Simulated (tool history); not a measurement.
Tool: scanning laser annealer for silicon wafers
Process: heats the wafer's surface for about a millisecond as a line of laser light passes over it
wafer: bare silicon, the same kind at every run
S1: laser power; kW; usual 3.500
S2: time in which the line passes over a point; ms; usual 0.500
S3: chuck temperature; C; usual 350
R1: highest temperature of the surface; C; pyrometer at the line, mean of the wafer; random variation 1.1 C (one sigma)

run   hour     S1     S2   S3    R1
  1    0.0  3.500  0.500  350  1077
  2    7.2  3.500  0.500  350  1074
  3   17.9  3.500  0.500  350  1075
  4   32.9  3.500  0.500  350  1075
  5   43.1  3.500  0.500  350  1075
  6   53.7  3.500  0.500  350  1077
  7   67.9  3.500  0.500  350  1075
  8   80.7  3.500  0.500  378  1104
  9   90.7  3.500  0.500  378  1106
 10  103.4  3.500  0.500  350  1074
 11  114.9  3.811  0.587  350  1224
 12  128.5  3.811  0.587  350  1224
 13  141.1  3.811  0.587  350  1223

Run 14 comes next. What will it give?
 14  150.2  3.672  0.500  311   ?

R1: 1081 C
Without the tool's hidden state the same run would have given R1 1081 C.

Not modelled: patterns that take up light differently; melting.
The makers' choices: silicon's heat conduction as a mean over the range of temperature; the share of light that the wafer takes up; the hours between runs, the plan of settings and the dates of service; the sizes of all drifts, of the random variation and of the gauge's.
